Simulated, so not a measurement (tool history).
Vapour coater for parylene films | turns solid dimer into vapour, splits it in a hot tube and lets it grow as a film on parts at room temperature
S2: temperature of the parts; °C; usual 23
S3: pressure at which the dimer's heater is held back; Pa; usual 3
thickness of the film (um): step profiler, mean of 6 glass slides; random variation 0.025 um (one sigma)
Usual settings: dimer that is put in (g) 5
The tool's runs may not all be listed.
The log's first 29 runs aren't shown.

Run 30, hour 1247.9: usual settings but S2 26 °C, S3 7.91 Pa. Result: thickness of the film (um) 2.04.
Run 31, hour 1287.9: usual settings but S2 26 °C, S3 3.03 Pa. Result: thickness of the film (um) 2.21.
Run 32, hour 1325.3: usual settings but dimer that is put in (g) 7, S2 19 °C, S3 3.26 Pa. Result: thickness of the film (um) 3.75.
Run 33, hour 1379.1: usual settings but dimer that is put in (g) 2, S2 25 °C. Result: thickness of the film (um) 0.93.
Run 34, hour 1407.1: usual settings but S2 18 °C, S3 9.58 Pa. Result: thickness of the film (um) 2.4.
Run 35, hour 1440.6: usual settings but dimer that is put in (g) 2, S2 18 °C, S3 9.58 Pa. Result: thickness of the film (um) 0.96.
Run 36, hour 1485.1: usual settings but dimer that is put in (g) 2, S2 18 °C, S3 9.58 Pa. Result: thickness of the film (um) 0.93.
Run 37, hour 1540.3: usual settings but dimer that is put in (g) 7, S2 17 °C, S3 5.41 Pa. Result: thickness of the film (um) 3.63.
Run 38, hour 1595.1: usual settings but dimer that is put in (g) 7, S2 16 °C, S3 3.96 Pa. Result: thickness of the film (um) 3.79.
Run 39, hour 1650.6: usual settings but S3 6.01 Pa. Result: thickness of the film (um) 2.16.
Run 40, hour 1706.4: usual settings but S2 27 °C, S3 4.72 Pa. Result: thickness of the film (um) 2.02.
Run 41, hour 1753.4: usual settings but S2 32 °C. Result: thickness of the film (um) 1.82.
Run 42, hour 1805.8: usual settings but dimer that is put in (g) 4, S3 2.03 Pa. Result: thickness of the film (um) 1.88.
Run 43, hour 1864.9: usual settings but dimer that is put in (g) 4, S2 29 °C, S3 7.25 Pa. Result: thickness of the film (um) 1.41.
Run 44, hour 1901.6: usual settings but dimer that is put in (g) 3, S2 17 °C, S3 11.37 Pa. Result: thickness of the film (um) 1.36.
Run 45, hour 1962.2: usual settings but dimer that is put in (g) 3, S2 17 °C, S3 11.37 Pa. Result: thickness of the film (um) 1.35.
At hour 2008.6: trap's valve overhauled.
Run 46, hour 2023.4: usual settings. Result: thickness of the film (um) 2.53.

Forecast each of these 5 alternatives for the next run:
Run A, hour 2084.6: usual settings but dimer that is put in (g) 6, S2 28 °C, S3 7.15 Pa. Result: thickness of the film (um) ?.
Run B, hour 2084.6: usual settings but dimer that is put in (g) 8. Result: thickness of the film (um) ?.
Run C, hour 2084.6: usual settings but S2 20 °C. Result: thickness of the film (um) ?.
Run D, hour 2084.6: usual settings but dimer that is put in (g) 4, S2 32 °C, S3 2.41 Pa. Result: thickness of the film (um) ?.
Run E, hour 2084.6: usual settings but S2 21 °C, S3 3.75 Pa. Result: thickness of the film (um) ?.

run  thickness of the film (um)
  A                        2.41
  B                        4.01
  C                        2.69
  D                        1.64
  E                        2.57
Without the tool's hidden state the same runs would have given:
run  thickness of the film (um)
  A                        2.49
  B                        4.14
  C                        2.78
  D                        1.69
  E                        2.66

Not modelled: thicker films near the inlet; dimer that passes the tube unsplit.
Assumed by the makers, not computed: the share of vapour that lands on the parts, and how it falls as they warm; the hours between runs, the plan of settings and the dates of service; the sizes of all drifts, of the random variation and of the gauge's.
